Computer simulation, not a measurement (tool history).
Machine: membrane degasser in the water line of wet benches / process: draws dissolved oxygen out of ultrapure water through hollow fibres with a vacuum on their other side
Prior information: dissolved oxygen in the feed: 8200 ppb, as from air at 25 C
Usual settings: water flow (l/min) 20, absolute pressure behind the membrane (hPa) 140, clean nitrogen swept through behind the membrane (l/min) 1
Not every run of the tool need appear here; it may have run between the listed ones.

run,hour,water flow (l/min),absolute pressure behind the membrane (hPa),clean nitrogen swept through behind the membrane (l/min),dissolved oxygen in the water behind the degasser (ppb),pressure that the water loses in the fibres (hPa)
1,0,20,140,1,469.2,703
2,51.6,20,140,1,468.7,706.2
3,148.5,20,140,1,469.7,706.9
4,211.3,20,140,1,469.3,703.6
5,263.7,20,140,1,468.7,698.4
6,361.5,20,140,0.81,556.4,709.4
7,436.8,16,140,1,386.2,561.9
8,479.2,16,140,1,386.4,562.5
9,551.5,16,140,1,386.9,561.9
10,628.7,16,140,1,386.8,564.1
11,676,20,179,1,625.2,704.9
12,759.8,20,179,1,624.7,707.1
13,809.8,20,140,1.1,434.2,707.7
14,899.8,20,140,1,470.6,706.9
15,960.7,20,140,1,470.1,708
16,1010.6,20,140,1,470.2,710.7
17,1113.4,20,140,1,471.5,711.9
18,1171.2,20,225,0.67,1094.5,704.8
19,1266.9,15,95,1.74,133.6,533.7
20,1356.1,27,123,0.86,584.8,958.1
21,1399,21,339,1,1255.6,739.7
22,1499.5,20,140,0.59,714.7,707.3
23,1587.4,30,314,1,1528,1058.1
24,1681,30,88,1,367.9,1058.1
25,1783.7,30,88,1,368.5,1068.4
26,1841.3,19,140,2.49,202.5,676.1
27,1940,23,140,1,531.5,815
28,2034.7,18,140,0.68,592.3,638.1
29,2111.8,18,140,0.68,591.5,640.7
30,2168.8,30,128,0.68,796,1061.1
31,2271.1,18,128,0.74,490.4,639.1
32,2364.6,18,128,0.74,491.3,642.4
33,2453.9,18,128,0.89,422.3,641.1

The log once held 1 entry between its listed runs, left out of this copy. Where does each go, and what is different about the tool's unlogged condition between the listed run before it and the listed run after it?
Runs 30 to 31: vacuum gauge calibrated (hour 2259.8)
  true pressure behind the membrane over the reading, kPa: 0.11 -> 0.01; air that leaks in behind the membrane, l/min: 0.0116 -> 0.0117
  measured result minus the result with no hidden state, dissolved oxygen in the water behind the degasser (ppb): +10 -> +4.7; pressure that the water loses in the fibres (hPa): +17.9 -> +11.1
